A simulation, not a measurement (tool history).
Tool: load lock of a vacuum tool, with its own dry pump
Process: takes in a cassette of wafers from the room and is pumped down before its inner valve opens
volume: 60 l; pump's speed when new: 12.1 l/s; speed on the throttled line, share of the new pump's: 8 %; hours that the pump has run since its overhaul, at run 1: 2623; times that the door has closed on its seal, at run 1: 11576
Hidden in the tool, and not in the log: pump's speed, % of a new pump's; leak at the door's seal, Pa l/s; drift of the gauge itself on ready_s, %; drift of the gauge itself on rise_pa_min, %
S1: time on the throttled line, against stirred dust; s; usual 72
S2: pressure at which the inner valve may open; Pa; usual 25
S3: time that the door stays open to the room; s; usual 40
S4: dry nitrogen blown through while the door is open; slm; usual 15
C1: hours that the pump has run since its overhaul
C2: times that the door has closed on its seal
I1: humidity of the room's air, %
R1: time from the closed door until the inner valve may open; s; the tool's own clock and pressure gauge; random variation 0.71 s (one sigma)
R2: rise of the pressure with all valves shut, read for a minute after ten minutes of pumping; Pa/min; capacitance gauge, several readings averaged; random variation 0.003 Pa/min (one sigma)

run	hour	S1	S2	S3	S4	C1	C2	I1	R1	R2
1	0.0	72	25	40	15	2623	11576	45.5	108.3	0.035
2	194.3	72	25	40	15	2817	11938	48.9	110.3	0.035
3	443.2	87	25	40	15	3066	12402	46.5	122.0	0.032
4	607.4	72	33	40	15	3231	12708	49.3	106.6	0.031
5	830.3	72	33	40	15	3454	13124	46.1	106.6	0.026
6	1066.2	72	33	40	15	3689	13564	47.0	107.6	0.035
7	1336.6	72	33	40	15	3960	14068	45.1	106.5	0.034
8	1529.2	72	25	40	15	4152	14427	42.9	109.2	0.037
9	1705.5	72	25	40	15	4329	14756	43.4	108.4	0.035
10	1980.5	72	25	40	15	4604	15269	44.0	108.8	0.032
11	2272.6	72	25	39	15	4896	15813	46.5	109.7	0.035
12	2438.6	72	25	39	15	5062	16123	44.4	110.2	0.033
13	2625.2	72	25	39	15	5248	16471	46.3	109.0	0.039
14	2844.4	72	25	102	15	5468	16880	43.3	110.1	0.045
15	3200.6	72	25	40	13	5824	17544	44.6	110.2	0.040
16	3534.2	106	25	40	15	6157	18166	45.8	140.2	0.031
17	3771.3	143	24	44	15	6394	18608	42.9	175.1	0.049
18	4010.6	143	43	44	15	6634	19054	43.6	171.1	0.040
19	4254.9	143	43	44	15	6878	19510	44.2	171.6	0.044
20	4452.3	114	19	44	10	7076	19878	46.7	150.7	0.048
21	4662.4	124	19	44	10	7286	20270	45.8	160.3	0.044
22	5004.1	112	20	40	15	7627	20907	45.9	147.6	0.044
23	5267.7	66	40	40	20	7891	21399	44.5	101.3	0.041
24	5549.5	72	49	43	25	8173	21924	46.1	106.9	0.042
25	5866.7	72	27	29	15	8490	22515	43.4	111.3	0.038
26	6201.0	51	49	97	8	8824	23139	43.3	89.2	0.067
27	6392.5	51	49	97	8	9016	23496	42.7	89.1	0.063

3 ways to go on from here, each from the tool as it stands after run 27. What would each give?
A	6594.4	72	25	96	15	9218	23872	44.7	?	?
B	6594.4	51	25	45	8	9218	23872	44.4	?	?
C	6594.4	55	49	97	23	9218	23872	46.7	?	?

run	R1	R2
A	111.7	0.055
B	93.0	0.049
C	92.4	0.052
Without the tool's hidden state the same runs would have given:
run	R1	R2
A	107.4	0.032
B	88.5	0.025
C	88.3	0.028

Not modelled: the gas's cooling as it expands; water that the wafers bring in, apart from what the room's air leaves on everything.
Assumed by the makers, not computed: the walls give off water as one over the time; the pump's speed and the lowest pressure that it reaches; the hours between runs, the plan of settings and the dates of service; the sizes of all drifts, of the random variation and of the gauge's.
